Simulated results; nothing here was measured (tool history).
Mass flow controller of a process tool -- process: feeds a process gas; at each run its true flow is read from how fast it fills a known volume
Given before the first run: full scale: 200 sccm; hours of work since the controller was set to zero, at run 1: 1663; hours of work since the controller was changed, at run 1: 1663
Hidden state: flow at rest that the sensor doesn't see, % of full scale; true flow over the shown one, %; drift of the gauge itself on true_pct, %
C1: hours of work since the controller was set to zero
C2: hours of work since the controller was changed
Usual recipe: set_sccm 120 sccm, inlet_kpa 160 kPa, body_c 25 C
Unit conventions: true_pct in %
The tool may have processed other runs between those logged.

{"run": 1, "hour": 0.0, "set_sccm": 120, "inlet_kpa": 160, "body_c": 25, "C1": 1663, "C2": 1663, "true_pct": 99.74}
{"run": 2, "hour": 36.4, "set_sccm": 120, "inlet_kpa": 160, "body_c": 25, "C1": 1692, "C2": 1692, "true_pct": 99.61}
{"run": 3, "hour": 99.9, "set_sccm": 120, "inlet_kpa": 160, "body_c": 25, "C1": 1742, "C2": 1742, "true_pct": 99.79}
{"run": 4, "hour": 150.9, "set_sccm": 120, "inlet_kpa": 160, "body_c": 25, "C1": 1783, "C2": 1783, "true_pct": 99.69}
{"run": 5, "hour": 224.9, "set_sccm": 120, "inlet_kpa": 160, "body_c": 25, "C1": 1842, "C2": 1842, "true_pct": 99.83}
{"run": 6, "hour": 298.9, "set_sccm": 120, "inlet_kpa": 160, "body_c": 25, "C1": 1901, "C2": 1901, "true_pct": 99.79}
{"run": 7, "hour": 343.7, "set_sccm": 120, "inlet_kpa": 160, "body_c": 25, "C1": 1937, "C2": 1937, "true_pct": 99.72}
{"run": 8, "hour": 416.9, "set_sccm": 120, "inlet_kpa": 160, "body_c": 25, "C1": 1995, "C2": 1995, "true_pct": 99.79}
{"run": 9, "hour": 474.8, "set_sccm": 120, "inlet_kpa": 160, "body_c": 25, "C1": 2042, "C2": 2042, "true_pct": 99.94}
{"run": 10, "hour": 535.4, "set_sccm": 120, "inlet_kpa": 208, "body_c": 25, "C1": 2090, "C2": 2090, "true_pct": 100.19}
{"run": 11, "hour": 595.6, "set_sccm": 120, "inlet_kpa": 208, "body_c": 25, "C1": 2138, "C2": 2138, "true_pct": 100.18}
{"run": 12, "hour": 654.6, "set_sccm": 120, "inlet_kpa": 208, "body_c": 25, "C1": 2185, "C2": 2185, "true_pct": 100.3}
{"run": 13, "hour": 728.5, "set_sccm": 120, "inlet_kpa": 223, "body_c": 25, "C1": 2244, "C2": 2244, "true_pct": 100.21}
{"run": 14, "hour": 774.5, "set_sccm": 94, "inlet_kpa": 216, "body_c": 23, "C1": 2281, "C2": 2281, "true_pct": 100.23}
{"run": 15, "hour": 823.5, "set_sccm": 20, "inlet_kpa": 245, "body_c": 37, "C1": 2320, "C2": 2320, "true_pct": 97.59}
{"run": 16, "hour": 870.9, "set_sccm": 20, "inlet_kpa": 245, "body_c": 37, "C1": 2358, "C2": 2358, "true_pct": 97.63}
{"run": 17, "hour": 948.5, "set_sccm": 20, "inlet_kpa": 245, "body_c": 37, "C1": 2420, "C2": 2420, "true_pct": 97.62}

Run 18, settings as shown, results not yet in. Your forecast:
{"run": 18, "hour": 981.9, "set_sccm": 52, "inlet_kpa": 180, "body_c": 20, "C1": 2446, "C2": 2446, "true_pct": "?"}

{"run 18": {"true_pct": 99.96}}
On a tool with no hidden condition, and with the same random variation, this run would have come out at true_pct 99.47 %.
